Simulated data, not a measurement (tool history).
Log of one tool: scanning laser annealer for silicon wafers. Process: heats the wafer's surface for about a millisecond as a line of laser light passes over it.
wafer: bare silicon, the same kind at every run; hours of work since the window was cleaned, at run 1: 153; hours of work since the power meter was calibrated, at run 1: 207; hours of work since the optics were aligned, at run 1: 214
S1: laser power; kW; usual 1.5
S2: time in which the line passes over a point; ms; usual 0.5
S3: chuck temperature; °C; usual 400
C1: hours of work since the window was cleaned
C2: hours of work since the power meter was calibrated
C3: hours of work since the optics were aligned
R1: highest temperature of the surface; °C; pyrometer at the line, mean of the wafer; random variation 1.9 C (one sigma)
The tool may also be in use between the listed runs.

run	hour	S1	S2	S3	C1	C2	C3	R1
1	0	1.5	0.5	400	153	207	214	1212
2	8.9	1.641	0.5	400	158	211	219	1298
3	15.6	1.332	0.5	400	162	215	223	1108
4	25	1.591	0.5	400	167	220	228	1268
5	32.7	1.591	0.351	400	171	224	232	1145
6	37.6	1.591	0.351	400	173	227	234	1141
7	42.6	1.5	0.5	400	176	229	237	1211
8	47.6	1.5	0.5	400	179	232	240	1209
9	56.1	1.5	0.472	400	183	237	244	1190
10	61.6	1.5	0.472	400	186	240	247	1187
11	66.8	1.5	0.573	400	189	242	250	1255
12	71.5	1.5	0.573	400	191	245	252	1261

Run 13 comes next. What will it give?
13	80.3	1.5	0.573	400	196	249	257	?

R1: 1260 °C
Without the tool's hidden state the same run would have given R1 1295 °C.

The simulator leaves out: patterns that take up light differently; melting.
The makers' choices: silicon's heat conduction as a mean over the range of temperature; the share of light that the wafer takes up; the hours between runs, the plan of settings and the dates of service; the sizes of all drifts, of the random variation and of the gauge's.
